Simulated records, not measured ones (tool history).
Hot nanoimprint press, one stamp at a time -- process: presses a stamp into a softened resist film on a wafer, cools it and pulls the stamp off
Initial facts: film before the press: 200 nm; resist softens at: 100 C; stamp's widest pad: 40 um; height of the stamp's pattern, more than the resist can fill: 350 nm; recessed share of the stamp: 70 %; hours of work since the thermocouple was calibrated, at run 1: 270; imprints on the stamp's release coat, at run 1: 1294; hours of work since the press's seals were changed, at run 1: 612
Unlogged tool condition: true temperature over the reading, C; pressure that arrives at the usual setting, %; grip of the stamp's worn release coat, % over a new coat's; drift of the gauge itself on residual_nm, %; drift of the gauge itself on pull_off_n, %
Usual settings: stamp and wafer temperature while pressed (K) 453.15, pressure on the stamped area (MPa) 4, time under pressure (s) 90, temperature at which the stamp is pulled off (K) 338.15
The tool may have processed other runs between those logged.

run	day	stamp and wafer temperature while pressed (K)	pressure on the stamped area (MPa)	time under pressure (s)	temperature at which the stamp is pulled off (K)	hours of work since the thermocouple was calibrated	imprints on the stamp's release coat	hours of work since the press's seals were changed	resist left under the stamp's widest pad (nm)	greatest force while the stamp is pulled off (N)
1	0	453.15	4	90	338.15	270	1294	612	82.6	220
2	1.062	453.15	4	107	338.15	283	1369	625	77.4	230
3	2.579	453.15	4	107	338.15	301	1476	643	77.3	231
4	4.096	461.15	4	107	338.15	319	1583	661	51.2	232
5	5.304	453.15	4	90	338.15	333	1668	675	82	229
# day 6.192: stamp cleaned and given a new release coat
6	6.362	453.15	4	90	338.15	343	12	685	82.3	227
7	7.058	453.15	3.53	140	338.15	351	61	693	73.1	225
8	8.254	457.15	3.36	122	344.15	365	145	707	63.6	210
9	9.167	446.15	3.36	122	332.15	376	209	718	110.5	254
10	10.062	452.15	3.72	61	345.15	387	272	728	103.2	195
11	10.95	446.15	3.97	45	345.15	397	335	739	139.3	199
12	11.788	453.15	4.58	90	345.15	407	393	749	77.4	193

4 ways to go on from here, each from the tool as it stands after run 12. What would each give?
A	12.479	452.15	5.37	59	338.15	416	442	757	?	?
B	12.479	456.15	4	90	327.15	416	442	757	?	?
C	12.479	460.15	4	90	339.15	416	442	757	?	?
D	12.479	447.15	2.76	90	324.15	416	442	757	?	?

run	resist left under the stamp's widest pad (nm)	greatest force while the stamp is pulled off (N)
A	89.9	226
B	70.9	270
C	57.5	221
D	124.6	299
What these runs would have given with no unlogged condition in the tool:
run	resist left under the stamp's widest pad (nm)	greatest force while the stamp is pulled off (N)
A	90.7	225
B	71.5	270
C	58	220
D	125.7	298
